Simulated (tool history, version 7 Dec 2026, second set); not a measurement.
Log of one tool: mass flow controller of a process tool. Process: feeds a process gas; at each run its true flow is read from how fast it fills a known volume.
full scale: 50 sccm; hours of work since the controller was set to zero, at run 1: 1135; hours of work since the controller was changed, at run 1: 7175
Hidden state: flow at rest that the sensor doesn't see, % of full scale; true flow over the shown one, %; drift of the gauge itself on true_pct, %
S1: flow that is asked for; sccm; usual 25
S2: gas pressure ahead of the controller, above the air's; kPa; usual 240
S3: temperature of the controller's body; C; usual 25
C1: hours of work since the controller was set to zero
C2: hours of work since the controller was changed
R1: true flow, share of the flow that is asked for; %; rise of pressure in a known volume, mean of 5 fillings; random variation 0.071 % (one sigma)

run    hour  S1   S2  S3    C1     C2      R1
  1       0  25  240  25  1135   7175  100.06
  2   532.7  25  240  25  1372   7411   99.88
  3   811.3  25  240  25  1496   7535   99.78
  4  1241.7  25  240  25  1687   7727  100.03
  5    1514  25  240  25  1808   7848   99.83
  6  2054.3  29  240  25  2049   8088   99.71
  7  2438.2  29  240  30  2219   8259  100.17
  8  2841.2  29  240  30  2399   8438  100.05
  9  3073.3  29  240  30  2502   8541     100
 10    3338  29  240  30  2620   8659  100.14
 11  3703.1  29  240  30  2782   8821   99.87
 12  3997.7  29  240  30  2913   8953   99.83
 13  4448.4  29  240  30  3114   9153   99.69
 14  4689.2  29  240  30  3221   9260    99.8
 15  5114.6  29  240  30  3410   9449   99.45
 16  5486.8  29  240  30  3575   9615   99.56
 17    5862  42  209  31  3742   9782   99.53
 18    6403  25  222  23  3983  10022   98.57
 19  6718.8   6  268  35  4123  10163   99.88
 20  7217.8  19  161  25  4345  10385   98.37
 21  7579.1   5  153  34  4506  10545   98.96
 22  7903.2   6  169  32  4650  10689   98.87
 23  8137.3  25  240  23  4754  10794   98.44
 24  8684.4  39  195  22  4997  11037   98.09
 25  9163.3  39  195  22  5210  11250   98.13
 26  9564.7  20  141  27  5389  11428   97.96

5 ways to go on from here, each from the tool as it stands after run 26. What would each give?
  A  9814.8   9  141  27  5500  11540   ?
  B  9814.8  38  141  27  5500  11540   ?
  C  9814.8  18  186  35  5500  11540   ?
  D  9814.8  20  168  27  5500  11540   ?
  E  9814.8  24  208  22  5500  11540   ?

run     R1
  A  97.77
  B  98.01
  C   98.8
  D  97.98
  E  97.91
Without the tool's hidden state the same runs would have given:
run      R1
  A   99.46
  B   99.73
  C  100.52
  D    99.7
  E   99.62
